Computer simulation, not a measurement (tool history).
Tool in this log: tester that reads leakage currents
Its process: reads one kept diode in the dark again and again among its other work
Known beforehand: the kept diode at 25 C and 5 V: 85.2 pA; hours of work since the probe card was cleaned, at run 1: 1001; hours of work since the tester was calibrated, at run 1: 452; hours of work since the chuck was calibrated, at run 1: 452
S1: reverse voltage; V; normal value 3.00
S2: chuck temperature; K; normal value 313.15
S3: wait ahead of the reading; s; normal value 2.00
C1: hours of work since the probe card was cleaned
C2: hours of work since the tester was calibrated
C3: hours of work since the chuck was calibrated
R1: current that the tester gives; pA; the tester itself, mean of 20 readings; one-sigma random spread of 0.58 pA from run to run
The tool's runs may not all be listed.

| run | hour | S1 | S2 | S3 | C1 | C2 | C3 | R1 |
|---|---|---|---|---|---|---|---|---|
| 1 | 0.0 | 3.00 | 313.15 | 2.00 | 1001 | 452 | 452 | 191.15 |
| 2 | 128.4 | 3.00 | 332.15 | 2.00 | 1083 | 534 | 534 | 656.27 |
| 3 | 276.5 | 3.00 | 332.15 | 2.00 | 1178 | 628 | 628 | 653.57 |
| 4 | 401.6 | 3.00 | 332.15 | 2.00 | 1257 | 708 | 708 | 652.06 |
| 5 | 611.0 | 3.00 | 332.15 | 2.00 | 1391 | 841 | 841 | 654.31 |
|  | 698.0 | chuck's temperature calibrated |
| 6 | 738.2 | 18.16 | 313.15 | 2.00 | 1471 | 921 | 26 | 504.45 |
| 7 | 904.8 | 18.16 | 313.15 | 2.00 | 1577 | 1027 | 132 | 505.46 |
| 8 | 1025.3 | 6.82 | 312.15 | 1.38 | 1654 | 1104 | 209 | 278.89 |
| 9 | 1233.0 | 3.00 | 306.15 | 2.00 | 1786 | 1236 | 341 | 117.86 |
| 10 | 1440.1 | 2.96 | 313.15 | 2.00 | 1918 | 1368 | 473 | 190.35 |
| 11 | 1580.2 | 2.96 | 313.15 | 2.00 | 2007 | 1458 | 562 | 190.67 |

Branching from run 11: 3 alternative next runs. What would each branch give?
| A | 1689.6 | 2.96 | 313.15 | 0.31 | 2077 | 1527 | 632 | ? |
| B | 1689.6 | 8.02 | 299.15 | 1.05 | 2077 | 1527 | 632 | ? |
| C | 1689.6 | 1.37 | 304.15 | 1.24 | 2077 | 1527 | 632 | ? |

| run | R1 |
|---|---|
| A | 192.02 |
| B | 121.18 |
| C | 66.84 |
Had the tool no hidden state, the same runs would have come out as:
| run | R1 |
|---|---|
| A | 192.16 |
| B | 121.02 |
| C | 66.88 |

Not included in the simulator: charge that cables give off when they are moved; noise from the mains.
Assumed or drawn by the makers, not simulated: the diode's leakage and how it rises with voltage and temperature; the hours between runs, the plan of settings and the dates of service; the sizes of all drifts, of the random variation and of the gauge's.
